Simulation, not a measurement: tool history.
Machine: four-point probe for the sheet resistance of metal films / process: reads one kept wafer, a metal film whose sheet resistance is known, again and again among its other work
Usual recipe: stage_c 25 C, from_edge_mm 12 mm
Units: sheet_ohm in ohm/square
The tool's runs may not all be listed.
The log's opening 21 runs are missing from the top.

run,hour,stage_c,from_edge_mm,sheet_ohm
22,453.2,34,12,9.410204
23,474.2,34,12,9.411637
24,488.8,34,12,9.405578
25,500.9,34,12,9.410336
26,514.6,34,12,9.409207
27,543,22,10,9.294894
28,564,23,34,9.295634
29,580,18,13,9.253012
30,602.5,18,13,9.254771
# hour 604.6: stage's thermometer calibrated
31,619.9,18,13,9.250619
32,637.1,18,13,9.249447
33,655.9,21,28,9.273659
34,674.6,20,7,9.289904
35,697.7,20,7,9.283706
36,712.2,26,7,9.345952
# hour 717: stage's thermometer calibrated, once more
37,739.4,27,7,9.366272
38,757.4,27,4,9.414452
39,773.3,28,44,9.346161
40,788.3,28,8,9.362536
41,808.5,25,5,9.364904
42,832.2,25,21,9.321185

Each row is a separate what-if for the run after 42, all from the same tool condition, not one after another. Results?
A,850.7,22,30,?
B,850.7,22,10,?
C,850.7,25,20,?
D,850.7,34,34,?

run,sheet_ohm
A,9.286633
B,9.300316
C,9.320399
D,9.40397
Stripped of hidden state, with their random variation kept, the same runs would have yielded:
run,sheet_ohm
A,9.264669
B,9.278321
C,9.298378
D,9.381814

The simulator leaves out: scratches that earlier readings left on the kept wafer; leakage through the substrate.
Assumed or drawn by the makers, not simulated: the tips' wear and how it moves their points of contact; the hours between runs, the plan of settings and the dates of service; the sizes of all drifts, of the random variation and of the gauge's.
